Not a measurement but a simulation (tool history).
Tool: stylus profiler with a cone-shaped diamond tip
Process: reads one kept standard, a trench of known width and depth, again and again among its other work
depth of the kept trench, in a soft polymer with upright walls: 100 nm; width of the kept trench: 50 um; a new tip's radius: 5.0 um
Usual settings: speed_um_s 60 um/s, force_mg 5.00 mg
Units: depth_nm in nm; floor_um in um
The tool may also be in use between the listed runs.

run	day	speed_um_s	force_mg	depth_nm	floor_um
1	0.000	60	5.00	102.48	46.98
2	1.183	60	5.00	102.52	47.03
3	1.875	60	2.97	101.74	46.92
4	2.542	60	2.97	101.71	46.94
5	4.050	60	2.97	101.70	46.93
6	5.142	60	5.00	102.47	47.02
7	6.612	60	5.00	102.52	46.96
8	7.550	60	5.00	102.50	46.95
9	9.017	60	5.00	102.48	46.90
10	9.871	60	5.00	102.46	46.98
11	11.333	60	5.00	102.47	46.93
12	12.112	60	5.00	102.48	46.93
13	13.308	60	5.00	102.51	46.94
14	14.850	60	2.29	101.38	46.76
15	16.354	83	1.81	101.12	46.52
16	17.375	224	12.63	104.86	46.51
17	18.888	79	1.86	101.13	46.53
18	19.654	60	7.43	103.24	46.91
19	21.179	60	7.43	103.22	46.86
20	22.504	31	9.55	103.95	46.99
21	23.212	38	1.94	101.15	46.83
22	24.746	58	3.14	101.70	46.72
23	25.679	16	1.94	101.11	46.94
24	26.604	16	1.94	101.20	46.99
25	27.538	237	2.13	101.20	45.44
26	28.471	26	12.64	104.78	46.99
27	29.671	26	12.64	104.79	47.00
28	30.679	89	9.25	103.76	46.68

4 ways to go on from here, each from the tool as it stands after run 28. What would each give?
A	31.708	72	3.59	?	?
B	31.708	25	5.68	?	?
C	31.708	27	5.00	?	?
D	31.708	89	7.34	?	?

run	depth_nm	floor_um
A	101.91	46.70
B	102.65	46.87
C	102.41	46.90
D	103.22	46.66
Without the tool's hidden state the same runs would have given:
run	depth_nm	floor_um
A	102.23	47.69
B	102.97	47.86
C	102.73	47.89
D	103.54	47.65

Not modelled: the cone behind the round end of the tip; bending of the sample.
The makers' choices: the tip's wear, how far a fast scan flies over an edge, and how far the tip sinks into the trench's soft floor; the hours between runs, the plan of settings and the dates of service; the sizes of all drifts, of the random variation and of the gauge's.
